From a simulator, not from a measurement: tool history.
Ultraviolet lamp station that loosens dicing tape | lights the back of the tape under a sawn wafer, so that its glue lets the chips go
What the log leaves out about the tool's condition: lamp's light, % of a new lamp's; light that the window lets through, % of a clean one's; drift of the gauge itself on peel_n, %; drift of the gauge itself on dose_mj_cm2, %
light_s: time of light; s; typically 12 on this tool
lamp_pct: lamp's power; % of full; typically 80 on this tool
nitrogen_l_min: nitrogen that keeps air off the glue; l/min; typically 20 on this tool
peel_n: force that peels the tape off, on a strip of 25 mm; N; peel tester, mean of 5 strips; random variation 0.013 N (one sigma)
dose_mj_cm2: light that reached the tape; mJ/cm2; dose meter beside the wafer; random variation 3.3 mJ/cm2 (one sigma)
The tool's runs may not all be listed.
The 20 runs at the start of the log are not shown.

run	day	light_s	lamp_pct	nitrogen_l_min	hours of work of the lamp	hours of work since the window was cleaned	peel_n	dose_mj_cm2
21	20.604	12	80	20	665	62	1.128	355
22	21.738	18	80	20	682	80	0.595	519
23	23.188	18	80	20	704	102	0.627	509
24	24.088	18	80	18	718	116	0.719	503
25	25.571	21	93	18	741	139	0.435	657
26	26.788	21	93	18	760	157	0.439	641
27	27.733	8	80	20	774	172	2.076	204
28	29.271	7	80	13	798	195	2.540	179
29	30.712	7	80	23	820	218	2.233	171
# day 31.462: window cleaned of glue's vapour
30	32.200	7	80	23	843	11	2.082	193
31	33.450	12	70	23	862	31	1.420	276
32	34.783	12	70	23	882	51	1.447	272
33	35.933	12	96	23	900	69	1.040	364
34	36.692	12	78	23	912	80	1.361	289
35	38.067	17	77	23	933	102	0.910	392
36	38.942	20	84	16	946	115	0.781	498
37	40.292	20	84	16	967	136	0.818	490
38	41.712	20	84	16	989	158	0.850	470
39	42.692	20	84	16	1004	173	0.856	455
40	44.117	20	84	15	1026	195	0.954	446
41	45.217	18	77	9	1043	211	1.660	361
# day 46.033: lamp changed
# day 46.421: window cleaned of glue's vapour
42	46.692	20	80	14	10	4	0.294	860

What if the next run were any one of these 4? Each begins from the tool's condition after run 42:
A	47.717	20	93	14	26	20	?	?
B	47.717	12	80	22	26	20	?	?
C	47.717	12	80	7	26	20	?	?
D	47.717	9	80	23	26	20	?	?

run	peel_n	dose_mj_cm2
A	0.238	979
B	0.603	514
C	1.260	506
D	0.946	381
Without the tool's hidden state the same runs would have given:
run	peel_n	dose_mj_cm2
A	0.227	1009
B	0.572	530
C	1.211	521
D	0.903	393
